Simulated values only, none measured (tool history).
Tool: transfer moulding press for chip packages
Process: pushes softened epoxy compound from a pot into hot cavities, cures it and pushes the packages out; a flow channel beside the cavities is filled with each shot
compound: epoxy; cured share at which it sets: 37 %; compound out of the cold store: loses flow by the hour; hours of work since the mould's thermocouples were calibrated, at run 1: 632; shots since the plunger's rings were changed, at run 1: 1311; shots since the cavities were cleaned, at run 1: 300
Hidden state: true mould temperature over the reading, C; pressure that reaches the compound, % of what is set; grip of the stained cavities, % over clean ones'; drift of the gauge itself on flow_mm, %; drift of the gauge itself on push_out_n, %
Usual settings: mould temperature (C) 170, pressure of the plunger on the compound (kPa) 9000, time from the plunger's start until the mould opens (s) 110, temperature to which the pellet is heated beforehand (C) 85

run    hour  mould temperature (C)  pressure of the plunger on the compound (kPa)  time from the plunger's start until the mould opens (s)  temperature to which the pellet is heated beforehand (C)  hours of work since the mould's thermocouples were calibrated  shots since the plunger's rings were changed  shots since the cavities were cleaned  incoming compound's hours out of the cold store  length that the compound runs in the flow channel (mm)  greatest force on the pins that push the packages out (N)
  1     0.0                    170                                           9000                                                      110                                                        85                                                            632                                          1311                                    300                                             45.2                                                     522                                                        586
       29.9  -- cavities cleaned with cleaning compound and waxed
  2    77.5                    170                                           7810                                                      110                                                        85                                                            693                                          2328                                    638                                             20.0                                                     515                                                        768
       85.7  -- cavities cleaned with cleaning compound and waxed
      137.9  -- cavities cleaned with cleaning compound and waxed
  3   142.1                    170                                           7810                                                      110                                                        85                                                            742                                          3152                                     56                                             28.6                                                     493                                                        472
      189.9  -- cavities cleaned with cleaning compound and waxed
      205.2  -- mould's thermocouples calibrated
  4   231.5                    170                                           9000                                                      110                                                        80                                                             21                                          4301                                    529                                             32.7                                                     526                                                        687
      245.9  -- cavities cleaned with cleaning compound and waxed
      299.6  -- cavities cleaned with cleaning compound and waxed
  5   307.5                    170                                           9000                                                      110                                                        80                                                             79                                          5277                                    106                                             10.5                                                     545                                                        498
      357.6  -- cavities cleaned with cleaning compound and waxed
      373.8  -- plunger's sealing rings changed
  6   384.9                    170                                           9000                                                      110                                                        80                                                            138                                           148                                    332                                             18.5                                                     553                                                        601
      417.7  -- cavities cleaned with cleaning compound and waxed
  7   449.4                    170                                           9000                                                      110                                                        80                                                            188                                           990                                    423                                             12.8                                                     560                                                        674
      471.2  -- cavities cleaned with cleaning compound and waxed
  8   498.3                    170                                           9000                                                      110                                                        80                                                            226                                          1624                                    362                                             30.0                                                     541                                                        611
      530.4  -- cavities cleaned with cleaning compound and waxed
  9   551.0                    170                                           9000                                                      110                                                        80                                                            267                                          2309                                    275                                             44.3                                                     521                                                        579
      586.2  -- cavities cleaned with cleaning compound and waxed
 10   607.1                    170                                           9000                                                      110                                                        80                                                            311                                          3040                                    281                                             21.7                                                     542                                                        591
      642.0  -- cavities cleaned with cleaning compound and waxed
 11   663.0                    170                                           9000                                                      110                                                        80                                                            354                                          3768                                    281                                              9.1                                                     559                                                        587
      699.2  -- cavities cleaned with cleaning compound and waxed
      752.0  -- cavities cleaned with cleaning compound and waxed
 12   754.1                    170                                           9000                                                      124                                                        85                                                            425                                          4946                                     28                                             26.2                                                     530                                                        417
      806.9  -- cavities cleaned with cleaning compound and waxed
 13   829.7                    171                                           8710                                                      132                                                        93                                                            484                                          5938                                    305                                             31.9                                                     505                                                        511
      844.5  -- plunger's sealing rings changed
      868.6  -- cavities cleaned with cleaning compound and waxed
 14   917.3                    178                                           8750                                                      106                                                        92                                                            551                                           953                                    652                                             33.3                                                     529                                                        619
      924.2  -- cavities cleaned with cleaning compound and waxed
      979.4  -- cavities cleaned with cleaning compound and waxed
 15  1004.2                    170                                          10150                                                      110                                                        84                                                            618                                          2076                                    333                                             34.0                                                     560                                                        611
     1032.2  -- cavities cleaned with cleaning compound and waxed
     1084.8  -- cavities cleaned with cleaning compound and waxed
 16  1091.6                    176                                           9740                                                      139                                                        87                                                            685                                          3205                                     92                                             27.5                                                     548                                                        425
     1137.9  -- cavities cleaned with cleaning compound and waxed
 17  1164.9                    175                                           9000                                                      115                                                        85                                                            743                                          4166                                    362                                             22.5                                                     526                                                        558
     1193.6  -- cavities cleaned with cleaning compound and waxed
     1220.0  -- mould's thermocouples calibrated
 18  1220.0                    175                                           9000                                                      115                                                        85                                                              0                                          4856                                    327                                             25.5                                                     527                                                        530
     1250.8  -- cavities cleaned with cleaning compound and waxed
 19  1288.5                    167                                          10610                                                      108                                                        78                                                             54                                          5752                                    504                                             12.2                                                     588                                                        813
     1305.2  -- cavities cleaned with cleaning compound and waxed
     1319.5  -- plunger's sealing rings changed
     1362.7  -- cavities cleaned with cleaning compound and waxed
 20  1395.6                    170                                           8430                                                       96                                                        85                                                            135                                           998                                    441                                             39.8                                                     514                                                        796
     1422.0  -- cavities cleaned with cleaning compound and waxed
     1474.0  -- cavities cleaned with cleaning compound and waxed
 21  1489.8                    170                                           8430                                                       96                                                        85                                                            208                                          2218                                    211                                             19.0                                                     533                                                        657
     1528.4  -- cavities cleaned with cleaning compound and waxed
 22  1567.4                    170                                           8430                                                       96                                                        85                                                            268                                          3236                                    521                                             23.0                                                     522                                                        827
     1583.1  -- cavities cleaned with cleaning compound and waxed
     1639.3  -- cavities cleaned with cleaning compound and waxed
 23  1659.2                    176                                           8150                                                      106                                                        92                                                            339                                          4425                                    267                                             22.1                                                     503                                                        520
     1691.8  -- cavities cleaned with cleaning compound and waxed
 24  1702.6                    176                                           6800                                                      125                                                        92                                                            373                                          4985                                    145                                             40.2                                                     436                                                        458

How the hidden state differs across the entries between the runs, from the last listed run before each to the first after it:
Between runs 1 and 2: cavities cleaned with cleaning compound and waxed (hour 29.9)
  true mould temperature over the reading, C: -1.17 -> -1.25; pressure that reaches the compound, % of what is set: 97.35 -> 95.65; grip of the stained cavities, % over clean ones': 34.8 -> 69.9
  measured less the result without the state, length that the compound runs in the flow channel (mm): -6 -> -10; greatest force on the pins that push the packages out (N): +168 -> +339
Between runs 2 and 3: cavities cleaned with cleaning compound and waxed (hour 85.7); cavities cleaned with cleaning compound and waxed (hour 137.9)
  true mould temperature over the reading, C: -1.25 -> -1.32; pressure that reaches the compound, % of what is set: 95.65 -> 94.26; grip of the stained cavities, % over clean ones': 69.9 -> 9
  measured less the result without the state, length that the compound runs in the flow channel (mm): -10 -> -14; greatest force on the pins that push the packages out (N): +339 -> +60
Between runs 3 and 4: cavities cleaned with cleaning compound and waxed (hour 189.9); mould's thermocouples calibrated (hour 205.2)
  true mould temperature over the reading, C: -1.32 -> 0.24; pressure that reaches the compound, % of what is set: 94.26 -> 92.25; grip of the stained cavities, % over clean ones': 9 -> 59.9
  measured less the result without the state, length that the compound runs in the flow channel (mm): -14 -> -21; greatest force on the pins that push the packages out (N): +60 -> +255
Between runs 4 and 5: cavities cleaned with cleaning compound and waxed (hour 245.9); cavities cleaned with cleaning compound and waxed (hour 299.6)
  true mould temperature over the reading, C: 0.24 -> 0.14; pressure that reaches the compound, % of what is set: 92.25 -> 90.44; grip of the stained cavities, % over clean ones': 59.9 -> 15.1
  measured less the result without the state, length that the compound runs in the flow channel (mm): -21 -> -29; greatest force on the pins that push the packages out (N): +255 -> +63
Between runs 5 and 6: cavities cleaned with cleaning compound and waxed (hour 357.6); plunger's sealing rings changed (hour 373.8)
  true mould temperature over the reading, C: 0.14 -> 0.05; pressure that reaches the compound, % of what is set: 90.44 -> 99.35; grip of the stained cavities, % over clean ones': 15.1 -> 37.5
  measured less the result without the state, length that the compound runs in the flow channel (mm): -29 -> -2; greatest force on the pins that push the packages out (N): +63 -> +163
Between runs 6 and 7: cavities cleaned with cleaning compound and waxed (hour 417.7)
  true mould temperature over the reading, C: 0.05 -> -0.02; pressure that reaches the compound, % of what is set: 99.35 -> 97.84; grip of the stained cavities, % over clean ones': 37.5 -> 48.7
  measured less the result without the state, length that the compound runs in the flow channel (mm): -2 -> -6; greatest force on the pins that push the packages out (N): +163 -> +221
Between runs 7 and 8: cavities cleaned with cleaning compound and waxed (hour 471.2)
  true mould temperature over the reading, C: -0.02 -> -0.09; pressure that reaches the compound, % of what is set: 97.84 -> 96.74; grip of the stained cavities, % over clean ones': 48.7 -> 43.6
  measured less the result without the state, length that the compound runs in the flow channel (mm): -6 -> -9; greatest force on the pins that push the packages out (N): +221 -> +187
Between runs 8 and 9: cavities cleaned with cleaning compound and waxed (hour 530.4)
  true mould temperature over the reading, C: -0.09 -> -0.15; pressure that reaches the compound, % of what is set: 96.74 -> 95.62; grip of the stained cavities, % over clean ones': 43.6 -> 36.3
  measured less the result without the state, length that the compound runs in the flow channel (mm): -9 -> -12; greatest force on the pins that push the packages out (N): +187 -> +156
Between runs 9 and 10: cavities cleaned with cleaning compound and waxed (hour 586.2)
  true mould temperature over the reading, C: -0.15 -> -0.21; pressure that reaches the compound, % of what is set: 95.62 -> 94.33; grip of the stained cavities, % over clean ones': 36.3 -> 35.6
  measured less the result without the state, length that the compound runs in the flow channel (mm): -12 -> -16; greatest force on the pins that push the packages out (N): +156 -> +158
Between runs 10 and 11: cavities cleaned with cleaning compound and waxed (hour 642.0)
  true mould temperature over the reading, C: -0.21 -> -0.28; pressure that reaches the compound, % of what is set: 94.33 -> 93.23; grip of the stained cavities, % over clean ones': 35.6 -> 36.5
  measured less the result without the state, length that the compound runs in the flow channel (mm): -16 -> -20; greatest force on the pins that push the packages out (N): +158 -> +162
Between runs 11 and 12: cavities cleaned with cleaning compound and waxed (hour 699.2); cavities cleaned with cleaning compound and waxed (hour 752.0)
  true mould temperature over the reading, C: -0.28 -> -0.38; pressure that reaches the compound, % of what is set: 93.23 -> 91.16; grip of the stained cavities, % over clean ones': 36.5 -> 5.3
  measured less the result without the state, length that the compound runs in the flow channel (mm): -20 -> -25; greatest force on the pins that push the packages out (N): +162 -> +23
Between runs 12 and 13: cavities cleaned with cleaning compound and waxed (hour 806.9)
  true mould temperature over the reading, C: -0.38 -> -0.48; pressure that reaches the compound, % of what is set: 91.16 -> 89.24; grip of the stained cavities, % over clean ones': 5.3 -> 36.3
  measured less the result without the state, length that the compound runs in the flow channel (mm): -25 -> -29; greatest force on the pins that push the packages out (N): +23 -> +137
Between runs 13 and 14: plunger's sealing rings changed (hour 844.5); cavities cleaned with cleaning compound and waxed (hour 868.6)
  true mould temperature over the reading, C: -0.48 -> -0.58; pressure that reaches the compound, % of what is set: 89.24 -> 97.99; grip of the stained cavities, % over clean ones': 36.3 -> 66.5
  measured less the result without the state, length that the compound runs in the flow channel (mm): -29 -> -5; greatest force on the pins that push the packages out (N): +137 -> +252
Between runs 14 and 15: cavities cleaned with cleaning compound and waxed (hour 924.2); cavities cleaned with cleaning compound and waxed (hour 979.4)
  true mould temperature over the reading, C: -0.58 -> -0.68; pressure that reaches the compound, % of what is set: 97.99 -> 95.96; grip of the stained cavities, % over clean ones': 66.5 -> 42.5
  measured less the result without the state, length that the compound runs in the flow channel (mm): -5 -> -11; greatest force on the pins that push the packages out (N): +252 -> +193
Between runs 15 and 16: cavities cleaned with cleaning compound and waxed (hour 1032.2); cavities cleaned with cleaning compound and waxed (hour 1084.8)
  true mould temperature over the reading, C: -0.68 -> -0.79; pressure that reaches the compound, % of what is set: 95.96 -> 93.99; grip of the stained cavities, % over clean ones': 42.5 -> 12.9
  measured less the result without the state, length that the compound runs in the flow channel (mm): -11 -> -17; greatest force on the pins that push the packages out (N): +193 -> +47
Between runs 16 and 17: cavities cleaned with cleaning compound and waxed (hour 1137.9)
  true mould temperature over the reading, C: -0.79 -> -0.89; pressure that reaches the compound, % of what is set: 93.99 -> 92.37; grip of the stained cavities, % over clean ones': 12.9 -> 45.5
  measured less the result without the state, length that the compound runs in the flow channel (mm): -17 -> -20; greatest force on the pins that push the packages out (N): +47 -> +180
Between runs 17 and 18: cavities cleaned with cleaning compound and waxed (hour 1193.6); mould's thermocouples calibrated (hour 1220.0)
  true mould temperature over the reading, C: -0.89 -> 0.25; pressure that reaches the compound, % of what is set: 92.37 -> 91.09; grip of the stained cavities, % over clean ones': 45.5 -> 39.3
  measured less the result without the state, length that the compound runs in the flow channel (mm): -20 -> -25; greatest force on the pins that push the packages out (N): +180 -> +150
Between runs 18 and 19: cavities cleaned with cleaning compound and waxed (hour 1250.8)
  true mould temperature over the reading, C: 0.25 -> 0.16; pressure that reaches the compound, % of what is set: 91.09 -> 89.62; grip of the stained cavities, % over clean ones': 39.3 -> 58.9
  measured less the result without the state, length that the compound runs in the flow channel (mm): -25 -> -33; greatest force on the pins that push the packages out (N): +150 -> +297
Between runs 19 and 20: cavities cleaned with cleaning compound and waxed (hour 1305.2); plunger's sealing rings changed (hour 1319.5); cavities cleaned with cleaning compound and waxed (hour 1362.7)
  true mould temperature over the reading, C: 0.16 -> 0.03; pressure that reaches the compound, % of what is set: 89.62 -> 97.8; grip of the stained cavities, % over clean ones': 58.9 -> 54.1
  measured less the result without the state, length that the compound runs in the flow channel (mm): -33 -> -5; greatest force on the pins that push the packages out (N): +297 -> +278
Between runs 20 and 21: cavities cleaned with cleaning compound and waxed (hour 1422.0); cavities cleaned with cleaning compound and waxed (hour 1474.0)
  true mould temperature over the reading, C: 0.03 -> -0.08; pressure that reaches the compound, % of what is set: 97.8 -> 95.66; grip of the stained cavities, % over clean ones': 54.1 -> 26.7
  measured less the result without the state, length that the compound runs in the flow channel (mm): -5 -> -11; greatest force on the pins that push the packages out (N): +278 -> +141
Between runs 21 and 22: cavities cleaned with cleaning compound and waxed (hour 1528.4)
  true mould temperature over the reading, C: -0.08 -> -0.17; pressure that reaches the compound, % of what is set: 95.66 -> 93.83; grip of the stained cavities, % over clean ones': 26.7 -> 56.2
  measured less the result without the state, length that the compound runs in the flow channel (mm): -11 -> -17; greatest force on the pins that push the packages out (N): +141 -> +303
Between runs 22 and 23: cavities cleaned with cleaning compound and waxed (hour 1583.1); cavities cleaned with cleaning compound and waxed (hour 1639.3)
  true mould temperature over the reading, C: -0.17 -> -0.28; pressure that reaches the compound, % of what is set: 93.83 -> 91.71; grip of the stained cavities, % over clean ones': 56.2 -> 36.8
  measured less the result without the state, length that the compound runs in the flow channel (mm): -17 -> -22; greatest force on the pins that push the packages out (N): +303 -> +141
Between runs 23 and 24: cavities cleaned with cleaning compound and waxed (hour 1691.8)
  true mould temperature over the reading, C: -0.28 -> -0.34; pressure that reaches the compound, % of what is set: 91.71 -> 90.78; grip of the stained cavities, % over clean ones': 36.8 -> 22.5
  measured less the result without the state, length that the compound runs in the flow channel (mm): -22 -> -21; greatest force on the pins that push the packages out (N): +141 -> +84
